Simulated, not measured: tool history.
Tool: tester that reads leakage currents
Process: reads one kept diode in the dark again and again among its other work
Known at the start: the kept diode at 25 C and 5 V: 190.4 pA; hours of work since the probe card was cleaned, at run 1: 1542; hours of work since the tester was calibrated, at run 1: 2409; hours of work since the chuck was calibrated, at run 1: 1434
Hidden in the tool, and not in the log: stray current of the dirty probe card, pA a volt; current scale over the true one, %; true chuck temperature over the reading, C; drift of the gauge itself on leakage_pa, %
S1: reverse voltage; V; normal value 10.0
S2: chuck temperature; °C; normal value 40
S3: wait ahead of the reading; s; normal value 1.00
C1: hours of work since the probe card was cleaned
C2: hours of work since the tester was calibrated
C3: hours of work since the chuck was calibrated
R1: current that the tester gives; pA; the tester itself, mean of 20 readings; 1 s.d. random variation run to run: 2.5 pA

run	day	S1	S2	S3	C1	C2	C3	R1
1	0.000	10.0	40	1.00	1542	2409	1434	817.17
2	3.067	10.0	53	1.00	1590	2457	1482	1890.36
3	6.392	10.0	53	1.00	1643	2510	1535	1889.55
4	8.167	1.2	40	1.00	1671	2538	1563	235.81
# day 8.767: probe card cleaned and baked
5	11.688	1.2	40	1.00	46	2591	1617	235.87
6	14.362	1.6	40	1.00	88	2633	1659	279.99
# day 16.617: chuck's temperature calibrated
7	17.217	1.6	40	1.00	132	2677	9	280.76
8	20.542	10.0	40	1.00	185	2730	62	825.71
9	23.588	10.0	40	1.00	233	2778	110	826.76
10	27.358	10.0	40	1.00	292	2837	170	822.12
11	30.833	10.0	40	1.00	347	2892	225	824.03
12	34.500	10.0	40	1.00	405	2950	282	826.45
13	37.650	10.0	40	1.00	455	3000	332	823.16
14	40.046	10.0	40	1.00	493	3038	370	824.95
15	42.592	10.0	40	1.00	533	3078	410	822.64
16	45.892	10.0	40	1.00	585	3130	462	822.99
17	47.758	10.0	40	1.00	615	3160	492	825.12
18	49.796	10.0	40	1.00	647	3192	524	822.88
19	53.392	10.0	40	0.44	704	3249	581	823.21
20	55.504	10.0	40	0.44	737	3282	614	829.21
21	58.479	1.0	40	4.94	784	3329	661	211.78
22	61.571	1.8	22	1.00	833	3378	710	84.10
23	64.667	1.8	22	1.00	882	3427	759	83.90
24	68.392	1.8	22	1.00	941	3486	818	84.39
25	72.129	16.0	23	8.01	1000	3545	877	322.70
26	75.054	4.8	40	0.32	1046	3591	923	537.12
27	78.462	17.1	54	3.62	1100	3645	977	2753.56
28	82.150	2.9	46	1.00	1158	3703	1035	589.22
29	84.283	4.3	46	2.93	1192	3737	1069	739.51
30	86.208	10.0	23	1.00	1222	3767	1099	249.41
31	89.829	10.0	23	1.00	1279	3824	1156	249.10
32	93.021	10.0	23	1.00	1330	3875	1207	250.73
33	95.275	10.8	40	3.87	1365	3910	1242	856.95
34	98.796	1.5	21	2.04	1421	3966	1298	69.70
35	102.446	10.0	30	1.61	1478	4023	1356	413.74
36	104.358	15.2	40	1.00	1509	4054	1386	1052.92
37	106.262	18.4	55	1.00	1539	4084	1416	3052.24

The next listed run, before its measurement:
38	109.346	10.0	55	1.00	1587	4132	1465	?

Run 38 gave R1 2144.97 pA.
Without the tool's hidden state the same run would have given R1 2150.08 pA.
